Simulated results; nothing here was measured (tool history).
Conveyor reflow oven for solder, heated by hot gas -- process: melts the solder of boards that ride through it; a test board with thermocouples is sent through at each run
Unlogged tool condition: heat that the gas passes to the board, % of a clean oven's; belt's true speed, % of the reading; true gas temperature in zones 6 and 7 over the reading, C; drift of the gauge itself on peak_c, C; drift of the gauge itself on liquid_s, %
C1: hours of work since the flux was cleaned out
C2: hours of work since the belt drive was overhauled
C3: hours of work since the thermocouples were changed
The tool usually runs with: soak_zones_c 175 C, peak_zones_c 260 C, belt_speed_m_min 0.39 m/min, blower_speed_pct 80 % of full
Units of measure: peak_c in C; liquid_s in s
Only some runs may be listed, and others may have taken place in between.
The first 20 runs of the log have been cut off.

run 21 day=5.367 | soak_zones_c=175 peak_zones_c=249 belt_speed_m_min=0.405 blower_speed_pct=79 | C1=178 C2=12 C3=237 | peak_c=235.3 liquid_s=50.1
run 22 day=5.742 | soak_zones_c=175 peak_zones_c=254 belt_speed_m_min=0.403 blower_speed_pct=69 | C1=182 C2=16 C3=241 | peak_c=239.3 liquid_s=53.4
-- day=6.012 belt drive overhauled, speed set with a stopwatch, once more
run 23 day=6.104 | soak_zones_c=189 peak_zones_c=268 belt_speed_m_min=0.367 blower_speed_pct=54 | C1=184 C2=1 C3=243 | peak_c=253.2 liquid_s=83.2
run 24 day=6.275 | soak_zones_c=175 peak_zones_c=271 belt_speed_m_min=0.39 blower_speed_pct=80 | C1=186 C2=3 C3=245 | peak_c=256.6 liquid_s=74.7
run 25 day=6.45 | soak_zones_c=183 peak_zones_c=260 belt_speed_m_min=0.395 blower_speed_pct=80 | C1=188 C2=5 C3=247 | peak_c=247.5 liquid_s=69.8
run 26 day=6.825 | soak_zones_c=170 peak_zones_c=268 belt_speed_m_min=0.467 blower_speed_pct=59 | C1=192 C2=9 C3=251 | peak_c=241.7 liquid_s=44.5
run 27 day=7.096 | soak_zones_c=170 peak_zones_c=268 belt_speed_m_min=0.467 blower_speed_pct=59 | C1=195 C2=12 C3=254 | peak_c=241.6 liquid_s=44.7
run 28 day=7.35 | soak_zones_c=174 peak_zones_c=253 belt_speed_m_min=0.39 blower_speed_pct=80 | C1=197 C2=14 C3=256 | peak_c=239.7 liquid_s=58.9
run 29 day=7.7 | soak_zones_c=170 peak_zones_c=271 belt_speed_m_min=0.39 blower_speed_pct=65 | C1=201 C2=18 C3=260 | peak_c=252.4 liquid_s=67.8
run 30 day=8.004 | soak_zones_c=182 peak_zones_c=270 belt_speed_m_min=0.39 blower_speed_pct=72 | C1=204 C2=22 C3=263 | peak_c=254.6 liquid_s=75.2
run 31 day=8.188 | soak_zones_c=189 peak_zones_c=255 belt_speed_m_min=0.321 blower_speed_pct=72 | C1=206 C2=23 C3=265 | peak_c=246.9 liquid_s=91.2

Predict each of these 3 candidate next runs independently; none follows another, all start after run 31:
run A day=8.575 | soak_zones_c=189 peak_zones_c=266 belt_speed_m_min=0.321 blower_speed_pct=72 | C1=211 C2=28 C3=270 | peak_c=? liquid_s=?
run B day=8.575 | soak_zones_c=176 peak_zones_c=260 belt_speed_m_min=0.374 blower_speed_pct=80 | C1=211 C2=28 C3=270 | peak_c=? liquid_s=?
run C day=8.575 | soak_zones_c=162 peak_zones_c=274 belt_speed_m_min=0.443 blower_speed_pct=72 | C1=211 C2=28 C3=270 | peak_c=? liquid_s=?

run=A peak_c=257.8 liquid_s=100.1
run=B peak_c=247.7 liquid_s=70
run=C peak_c=250.5 liquid_s=54.7
Stripped of hidden state, with their random variation kept, the same runs would have yielded:
run=A peak_c=259.6 liquid_s=101.5
run=B peak_c=250 liquid_s=72.8
run=C peak_c=253.6 liquid_s=57.7
